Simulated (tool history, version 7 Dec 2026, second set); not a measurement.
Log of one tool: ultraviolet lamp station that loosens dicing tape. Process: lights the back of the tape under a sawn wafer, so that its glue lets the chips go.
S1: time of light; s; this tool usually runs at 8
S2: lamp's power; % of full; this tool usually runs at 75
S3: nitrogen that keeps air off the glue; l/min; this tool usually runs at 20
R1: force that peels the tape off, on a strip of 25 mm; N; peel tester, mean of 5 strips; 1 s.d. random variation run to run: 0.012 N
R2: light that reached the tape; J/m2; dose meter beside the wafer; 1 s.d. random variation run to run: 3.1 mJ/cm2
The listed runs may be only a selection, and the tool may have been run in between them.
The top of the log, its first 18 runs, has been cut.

Run 19, day 11.167: usual settings but S3 12 l/min. Result: R1 0.984 N, R2 3920 J/m2.
Run 20, day 11.842: usual settings but S3 12 l/min. Result: R1 1.01 N, R2 3890 J/m2.
Run 21, day 12.629: usual settings but S3 21 l/min. Result: R1 0.711 N, R2 3810 J/m2.
Run 22, day 13.088: usual settings but S3 21 l/min. Result: R1 0.711 N, R2 3790 J/m2.
Run 23, day 13.817: usual settings but S3 21 l/min. Result: R1 0.719 N, R2 3760 J/m2.
Run 24, day 14.262: usual settings but S3 21 l/min. Result: R1 0.716 N, R2 3730 J/m2.
Run 25, day 14.642: usual settings but S3 21 l/min. Result: R1 0.741 N, R2 3780 J/m2.
Run 26, day 15.05: usual settings but S3 21 l/min. Result: R1 0.733 N, R2 3740 J/m2.
Run 27, day 15.592: usual settings but S3 14 l/min. Result: R1 0.97 N, R2 3740 J/m2.
At day 15.946: window cleaned of glue's vapour.
Run 28, day 16.008: usual settings but S3 14 l/min. Result: R1 0.881 N, R2 3950 J/m2.
Run 29, day 16.721: usual settings but S1 4 s, S2 84 % of full, S3 26 l/min. Result: R1 1.343 N, R2 2210 J/m2.
Run 30, day 17.125: usual settings but S1 4 s, S2 84 % of full, S3 26 l/min. Result: R1 1.339 N, R2 2150 J/m2.
Run 31, day 17.55: usual settings but S1 6 s, S2 100 % of full. Result: R1 0.691 N, R2 3920 J/m2.
Run 32, day 18.242: usual settings but S1 6 s, S2 100 % of full. Result: R1 0.716 N, R2 3850 J/m2.
Run 33, day 19.033: usual settings but S2 69 % of full, S3 6 l/min. Result: R1 1.552 N, R2 3580 J/m2.

Predict each of these 3 candidate next runs independently; none follows another, all start after run 33:
Run A, day 19.483: usual settings but S1 6 s. Result: R1 ?, R2 ?.
Run B, day 19.483: usual settings but S2 93 % of full. Result: R1 ?, R2 ?.
Run C, day 19.483: usual settings but S1 6 s, S2 87 % of full, S3 39 l/min. Result: R1 ?, R2 ?.

run     R1    R2
  A  1.102  2900
  B  0.491  4810
  C  0.602  3350
Stripped of hidden state, with their random variation kept, the same runs would have yielded:
run     R1    R2
  A  0.848  3500
  B  0.334  5810
  C  0.423  4050

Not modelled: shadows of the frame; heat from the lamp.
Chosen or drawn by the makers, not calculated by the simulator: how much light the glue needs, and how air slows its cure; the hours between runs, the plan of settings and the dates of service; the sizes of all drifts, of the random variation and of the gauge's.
